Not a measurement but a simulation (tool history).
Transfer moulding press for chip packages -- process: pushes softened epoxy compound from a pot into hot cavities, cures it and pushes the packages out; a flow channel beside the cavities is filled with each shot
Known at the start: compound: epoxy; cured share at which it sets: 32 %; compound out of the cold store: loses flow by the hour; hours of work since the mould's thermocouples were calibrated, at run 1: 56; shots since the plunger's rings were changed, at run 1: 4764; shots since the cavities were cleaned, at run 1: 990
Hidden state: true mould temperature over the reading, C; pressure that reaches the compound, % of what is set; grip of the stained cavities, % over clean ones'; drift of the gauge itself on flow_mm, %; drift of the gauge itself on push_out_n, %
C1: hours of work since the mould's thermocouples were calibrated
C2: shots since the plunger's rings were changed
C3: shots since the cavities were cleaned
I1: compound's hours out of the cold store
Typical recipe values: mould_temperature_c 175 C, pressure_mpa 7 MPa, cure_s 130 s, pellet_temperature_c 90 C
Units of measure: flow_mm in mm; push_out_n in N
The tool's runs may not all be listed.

{"run": 1, "hour": 0.0, "mould_temperature_c": 175, "pressure_mpa": 7, "cure_s": 130, "pellet_temperature_c": 90, "C1": 56, "C2": 4764, "C3": 990, "I1": 26.9, "flow_mm": 765, "push_out_n": 653}
{"run": 2, "hour": 18.9, "mould_temperature_c": 175, "pressure_mpa": 7, "cure_s": 130, "pellet_temperature_c": 90, "C1": 65, "C2": 4876, "C3": 1102, "I1": 37.2, "flow_mm": 723, "push_out_n": 614}
{"hour": 25.2, "done": "cavities cleaned with cleaning compound and waxed"}
{"run": 3, "hour": 32.3, "mould_temperature_c": 175, "pressure_mpa": 7, "cure_s": 130, "pellet_temperature_c": 90, "C1": 70, "C2": 4947, "C3": 42, "I1": 19.1, "flow_mm": 783, "push_out_n": 437}
{"run": 4, "hour": 60.3, "mould_temperature_c": 175, "pressure_mpa": 7, "cure_s": 130, "pellet_temperature_c": 90, "C1": 82, "C2": 5112, "C3": 207, "I1": 16.6, "flow_mm": 796, "push_out_n": 510}
{"run": 5, "hour": 88.2, "mould_temperature_c": 175, "pressure_mpa": 7, "cure_s": 130, "pellet_temperature_c": 90, "C1": 94, "C2": 5276, "C3": 371, "I1": 44.8, "flow_mm": 680, "push_out_n": 521}
{"run": 6, "hour": 100.8, "mould_temperature_c": 175, "pressure_mpa": 7, "cure_s": 130, "pellet_temperature_c": 90, "C1": 100, "C2": 5351, "C3": 446, "I1": 23.8, "flow_mm": 769, "push_out_n": 556}
{"run": 7, "hour": 124.9, "mould_temperature_c": 175, "pressure_mpa": 7, "cure_s": 130, "pellet_temperature_c": 90, "C1": 110, "C2": 5494, "C3": 589, "I1": 24.9, "flow_mm": 756, "push_out_n": 580}
{"run": 8, "hour": 140.2, "mould_temperature_c": 175, "pressure_mpa": 7, "cure_s": 130, "pellet_temperature_c": 90, "C1": 117, "C2": 5584, "C3": 679, "I1": 21.1, "flow_mm": 773, "push_out_n": 594}
{"run": 9, "hour": 154.7, "mould_temperature_c": 175, "pressure_mpa": 7, "cure_s": 130, "pellet_temperature_c": 90, "C1": 123, "C2": 5669, "C3": 764, "I1": 45.8, "flow_mm": 673, "push_out_n": 577}
{"run": 10, "hour": 167.7, "mould_temperature_c": 176, "pressure_mpa": 7, "cure_s": 130, "pellet_temperature_c": 90, "C1": 129, "C2": 5746, "C3": 841, "I1": 25.2, "flow_mm": 748, "push_out_n": 566}
{"run": 11, "hour": 189.6, "mould_temperature_c": 176, "pressure_mpa": 7, "cure_s": 130, "pellet_temperature_c": 90, "C1": 138, "C2": 5876, "C3": 971, "I1": 17.3, "flow_mm": 779, "push_out_n": 601}
{"hour": 217.9, "done": "cavities cleaned with cleaning compound and waxed"}
{"run": 12, "hour": 217.9, "mould_temperature_c": 175, "pressure_mpa": 5.34, "cure_s": 164, "pellet_temperature_c": 90, "C1": 150, "C2": 6034, "C3": 0, "I1": 43, "flow_mm": 583, "push_out_n": 336}
{"run": 13, "hour": 238.5, "mould_temperature_c": 183, "pressure_mpa": 7, "cure_s": 130, "pellet_temperature_c": 89, "C1": 159, "C2": 6156, "C3": 122, "I1": 33.4, "flow_mm": 694, "push_out_n": 393}
{"hour": 242.7, "done": "mould's thermocouples calibrated"}
{"run": 14, "hour": 268.2, "mould_temperature_c": 175, "pressure_mpa": 7, "cure_s": 117, "pellet_temperature_c": 90, "C1": 11, "C2": 6319, "C3": 285, "I1": 20.3, "flow_mm": 757, "push_out_n": 602}
{"hour": 288.3, "done": "mould's thermocouples calibrated, once more"}
{"run": 15, "hour": 294.6, "mould_temperature_c": 175, "pressure_mpa": 7, "cure_s": 117, "pellet_temperature_c": 90, "C1": 3, "C2": 6464, "C3": 430, "I1": 42.4, "flow_mm": 678, "push_out_n": 609}
{"run": 16, "hour": 312.4, "mould_temperature_c": 175, "pressure_mpa": 7.05, "cure_s": 158, "pellet_temperature_c": 90, "C1": 10, "C2": 6568, "C3": 534, "I1": 15.4, "flow_mm": 775, "push_out_n": 475}
{"hour": 320.1, "done": "plunger's sealing rings changed"}
{"run": 17, "hour": 334.6, "mould_temperature_c": 175, "pressure_mpa": 7.05, "cure_s": 158, "pellet_temperature_c": 90, "C1": 19, "C2": 86, "C3": 651, "I1": 47.6, "flow_mm": 756, "push_out_n": 490}
{"run": 18, "hour": 361.7, "mould_temperature_c": 175, "pressure_mpa": 7.05, "cure_s": 158, "pellet_temperature_c": 90, "C1": 31, "C2": 246, "C3": 811, "I1": 30.6, "flow_mm": 827, "push_out_n": 512}

What differs in the tool's unlogged condition from the final listed run ahead of each entry between runs to the first listed run following it?
Run 2 -> run 3: cavities cleaned with cleaning compound and waxed (hour 25.2)
  true mould temperature over the reading, C: -0.13 -> -0.12; pressure that reaches the compound, % of what is set: 80.67 -> 80.44; grip of the stained cavities, % over clean ones': 52.5 -> 5.4
  difference, measured minus the result without the unlogged condition, flow_mm: -81 -> -90 mm; push_out_n: +213 -> +25 N
Run 11 -> run 12: cavities cleaned with cleaning compound and waxed (hour 217.9)
  true mould temperature over the reading, C: 0.02 -> 0.04; pressure that reaches the compound, % of what is set: 76.81 -> 76.23; grip of the stained cavities, % over clean ones': 49.8 -> 1.6
  difference, measured minus the result without the unlogged condition, flow_mm: -109 -> -86 mm; push_out_n: +198 -> +5 N
Run 13 -> run 14: mould's thermocouples calibrated (hour 242.7)
  true mould temperature over the reading, C: 0.06 -> 0.12; pressure that reaches the compound, % of what is set: 75.73 -> 75.1; grip of the stained cavities, % over clean ones': 12.4 -> 24
  difference, measured minus the result without the unlogged condition, flow_mm: -104 -> -118 mm; push_out_n: +43 -> +113 N
Run 14 -> run 15: mould's thermocouples calibrated, once more (hour 288.3)
  true mould temperature over the reading, C: 0.12 -> 0.06; pressure that reaches the compound, % of what is set: 75.1 -> 74.57; grip of the stained cavities, % over clean ones': 24 -> 32.2
  difference, measured minus the result without the unlogged condition, flow_mm: -118 -> -107 mm; push_out_n: +113 -> +148 N
Run 16 -> run 17: plunger's sealing rings changed (hour 320.1)
  true mould temperature over the reading, C: 0.07 -> 0.09; pressure that reaches the compound, % of what is set: 74.16 -> 99.41; grip of the stained cavities, % over clean ones': 36.9 -> 41.4
  difference, measured minus the result without the unlogged condition, flow_mm: -125 -> -3 mm; push_out_n: +126 -> +142 N
